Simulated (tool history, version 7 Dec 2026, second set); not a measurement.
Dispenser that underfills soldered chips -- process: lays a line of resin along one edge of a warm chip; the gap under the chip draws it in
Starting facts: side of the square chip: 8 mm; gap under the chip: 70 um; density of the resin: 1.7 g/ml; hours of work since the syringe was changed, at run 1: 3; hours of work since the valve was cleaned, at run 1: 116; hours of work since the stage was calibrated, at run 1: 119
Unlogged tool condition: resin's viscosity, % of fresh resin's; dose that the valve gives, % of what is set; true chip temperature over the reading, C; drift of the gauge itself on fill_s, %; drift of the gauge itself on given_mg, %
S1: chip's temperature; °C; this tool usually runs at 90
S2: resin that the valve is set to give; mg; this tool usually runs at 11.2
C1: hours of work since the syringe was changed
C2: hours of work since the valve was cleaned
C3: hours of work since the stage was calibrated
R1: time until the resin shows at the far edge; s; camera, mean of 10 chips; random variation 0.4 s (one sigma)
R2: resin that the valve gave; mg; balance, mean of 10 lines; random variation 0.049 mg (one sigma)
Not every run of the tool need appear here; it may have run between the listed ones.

{"run": 1, "hour": 0.0, "S1": 90, "S2": 11.2, "C1": 3, "C2": 116, "C3": 119, "R1": 28.3, "R2": 10.56}
{"run": 2, "hour": 2.3, "S1": 90, "S2": 11.2, "C1": 4, "C2": 118, "C3": 121, "R1": 30.1, "R2": 10.44}
{"run": 3, "hour": 5.4, "S1": 90, "S2": 11.2, "C1": 6, "C2": 120, "C3": 123, "R1": 32.4, "R2": 10.52}
{"run": 4, "hour": 9.8, "S1": 90, "S2": 11.2, "C1": 9, "C2": 123, "C3": 126, "R1": 34.8, "R2": 10.41}
{"hour": 12.7, "done": "new syringe of resin"}
{"run": 5, "hour": 13.7, "S1": 90, "S2": 11.2, "C1": 1, "C2": 125, "C3": 128, "R1": 25.9, "R2": 10.48}
{"run": 6, "hour": 17.6, "S1": 90, "S2": 11.2, "C1": 3, "C2": 128, "C3": 130, "R1": 28.6, "R2": 10.44}
{"run": 7, "hour": 21.9, "S1": 90, "S2": 11.2, "C1": 6, "C2": 131, "C3": 133, "R1": 32.2, "R2": 10.46}
{"run": 8, "hour": 24.2, "S1": 90, "S2": 11.2, "C1": 7, "C2": 132, "C3": 135, "R1": 33.8, "R2": 10.36}
{"run": 9, "hour": 26.2, "S1": 91, "S2": 12.7, "C1": 9, "C2": 133, "C3": 136, "R1": 34.3, "R2": 11.89}
{"hour": 29.6, "done": "new syringe of resin"}
{"run": 10, "hour": 29.7, "S1": 82, "S2": 9.9, "C1": 0, "C2": 135, "C3": 138, "R1": 33.7, "R2": 9.23}
{"run": 11, "hour": 32.9, "S1": 87, "S2": 14, "C1": 2, "C2": 138, "C3": 140, "R1": 29.2, "R2": 13}
{"hour": 35.5, "done": "dispensing valve cleaned and set on the balance"}
{"run": 12, "hour": 38.1, "S1": 98, "S2": 11.7, "C1": 5, "C2": 2, "C3": 143, "R1": 24.2, "R2": 11.69}
{"run": 13, "hour": 42.8, "S1": 98, "S2": 11.7, "C1": 8, "C2": 5, "C3": 146, "R1": 27.7, "R2": 11.58}
{"run": 14, "hour": 45.0, "S1": 85, "S2": 14.1, "C1": 9, "C2": 6, "C3": 147, "R1": 40.5, "R2": 14.09}

Here are 4 independent what-if runs from the current tool condition. What would each one return?
{"hour": 47.7, "done": "new syringe of resin"}
{"run": "A", "hour": 48.4, "S1": 81, "S2": 12.7, "C1": 0, "C2": 8, "C3": 150, "R1": "?", "R2": "?"}
{"hour": 47.7, "done": "new syringe of resin"}
{"run": "B", "hour": 48.4, "S1": 90, "S2": 10.4, "C1": 0, "C2": 8, "C3": 150, "R1": "?", "R2": "?"}
{"hour": 47.7, "done": "new syringe of resin"}
{"run": "C", "hour": 48.4, "S1": 95, "S2": 13.6, "C1": 0, "C2": 8, "C3": 150, "R1": "?", "R2": "?"}
{"hour": 47.7, "done": "new syringe of resin"}
{"run": "D", "hour": 48.4, "S1": 86, "S2": 11, "C1": 0, "C2": 8, "C3": 150, "R1": "?", "R2": "?"}

run=A R1=32.1 R2=12.66
run=B R1=25.9 R2=10.34
run=C R1=22 R2=13.54
run=D R1=28.3 R2=10.91
Stripped of hidden state, with their random variation kept, the same runs would have yielded:
run=A R1=32.1 R2=12.71
run=B R1=25.8 R2=10.38
run=C R1=21.9 R2=13.59
run=D R1=28.3 R2=10.95
